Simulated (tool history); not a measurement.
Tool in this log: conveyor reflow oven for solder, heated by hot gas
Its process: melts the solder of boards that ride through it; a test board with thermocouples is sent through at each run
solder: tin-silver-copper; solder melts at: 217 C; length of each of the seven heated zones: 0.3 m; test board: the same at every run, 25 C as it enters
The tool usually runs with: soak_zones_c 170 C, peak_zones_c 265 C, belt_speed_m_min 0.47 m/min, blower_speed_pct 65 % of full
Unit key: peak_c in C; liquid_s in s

run 1 hour=0 | soak_zones_c=170 peak_zones_c=265 belt_speed_m_min=0.47 blower_speed_pct=65 | peak_c=243.5 liquid_s=49.2
run 2 hour=38.1 | soak_zones_c=170 peak_zones_c=265 belt_speed_m_min=0.47 blower_speed_pct=65 | peak_c=243.2 liquid_s=48.3
run 3 hour=77.2 | soak_zones_c=170 peak_zones_c=265 belt_speed_m_min=0.47 blower_speed_pct=65 | peak_c=242.7 liquid_s=49.4
run 4 hour=99.8 | soak_zones_c=170 peak_zones_c=265 belt_speed_m_min=0.47 blower_speed_pct=80 | peak_c=246.1 liquid_s=52
run 5 hour=130.5 | soak_zones_c=170 peak_zones_c=265 belt_speed_m_min=0.47 blower_speed_pct=80 | peak_c=246 liquid_s=51.4
-- hour=165.8 belt drive overhauled, speed set with a stopwatch
run 6 hour=165.8 | soak_zones_c=170 peak_zones_c=265 belt_speed_m_min=0.47 blower_speed_pct=80 | peak_c=243.9 liquid_s=49.5
run 7 hour=201.3 | soak_zones_c=170 peak_zones_c=265 belt_speed_m_min=0.47 blower_speed_pct=80 | peak_c=244.3 liquid_s=50.2
run 8 hour=218.2 | soak_zones_c=170 peak_zones_c=265 belt_speed_m_min=0.47 blower_speed_pct=80 | peak_c=244.5 liquid_s=48.1
run 9 hour=254.7 | soak_zones_c=170 peak_zones_c=265 belt_speed_m_min=0.47 blower_speed_pct=80 | peak_c=244.5 liquid_s=48.5
run 10 hour=275.2 | soak_zones_c=170 peak_zones_c=265 belt_speed_m_min=0.47 blower_speed_pct=80 | peak_c=244.2 liquid_s=49.2
run 11 hour=310.8 | soak_zones_c=170 peak_zones_c=265 belt_speed_m_min=0.47 blower_speed_pct=65 | peak_c=240.7 liquid_s=44.3
run 12 hour=330.5 | soak_zones_c=170 peak_zones_c=265 belt_speed_m_min=0.47 blower_speed_pct=65 | peak_c=240.4 liquid_s=44
run 13 hour=359.9 | soak_zones_c=170 peak_zones_c=265 belt_speed_m_min=0.47 blower_speed_pct=65 | peak_c=239.9 liquid_s=44.3
run 14 hour=388.2 | soak_zones_c=170 peak_zones_c=265 belt_speed_m_min=0.47 blower_speed_pct=65 | peak_c=240.8 liquid_s=44.1
run 15 hour=413.5 | soak_zones_c=170 peak_zones_c=265 belt_speed_m_min=0.47 blower_speed_pct=65 | peak_c=239.3 liquid_s=43.3
run 16 hour=439 | soak_zones_c=170 peak_zones_c=265 belt_speed_m_min=0.47 blower_speed_pct=65 | peak_c=239.3 liquid_s=42.8
run 17 hour=476.9 | soak_zones_c=170 peak_zones_c=265 belt_speed_m_min=0.47 blower_speed_pct=65 | peak_c=240.2 liquid_s=42.7
run 18 hour=507.3 | soak_zones_c=170 peak_zones_c=265 belt_speed_m_min=0.397 blower_speed_pct=65 | peak_c=245.1 liquid_s=60.2
run 19 hour=533.7 | soak_zones_c=170 peak_zones_c=265 belt_speed_m_min=0.397 blower_speed_pct=65 | peak_c=244.6 liquid_s=58.8
run 20 hour=572.1 | soak_zones_c=185 peak_zones_c=259 belt_speed_m_min=0.389 blower_speed_pct=73 | peak_c=243.6 liquid_s=68.6
-- hour=582.9 flux residue cleaned out of gas plates and filters
run 21 hour=607.5 | soak_zones_c=160 peak_zones_c=278 belt_speed_m_min=0.518 blower_speed_pct=58 | peak_c=245 liquid_s=39.9
run 22 hour=634.1 | soak_zones_c=156 peak_zones_c=265 belt_speed_m_min=0.545 blower_speed_pct=65 | peak_c=233.1 liquid_s=26.1
run 23 hour=660.5 | soak_zones_c=156 peak_zones_c=265 belt_speed_m_min=0.545 blower_speed_pct=65 | peak_c=233.5 liquid_s=26.6
run 24 hour=689.6 | soak_zones_c=156 peak_zones_c=265 belt_speed_m_min=0.545 blower_speed_pct=65 | peak_c=232.1 liquid_s=25.2
run 25 hour=716.2 | soak_zones_c=181 peak_zones_c=265 belt_speed_m_min=0.545 blower_speed_pct=83 | peak_c=242.3 liquid_s=43.8

Run 26 has not been measured yet. What should we expect?
run 26 hour=747.4 | soak_zones_c=175 peak_zones_c=254 belt_speed_m_min=0.56 blower_speed_pct=75 | peak_c=? liquid_s=?

{"run 26": {"peak_c": 229.2, "liquid_s": 26.8}}
The same run, on a tool lacking any hidden state, would have yielded peak_c 234.1 C, liquid_s 32.8 s.
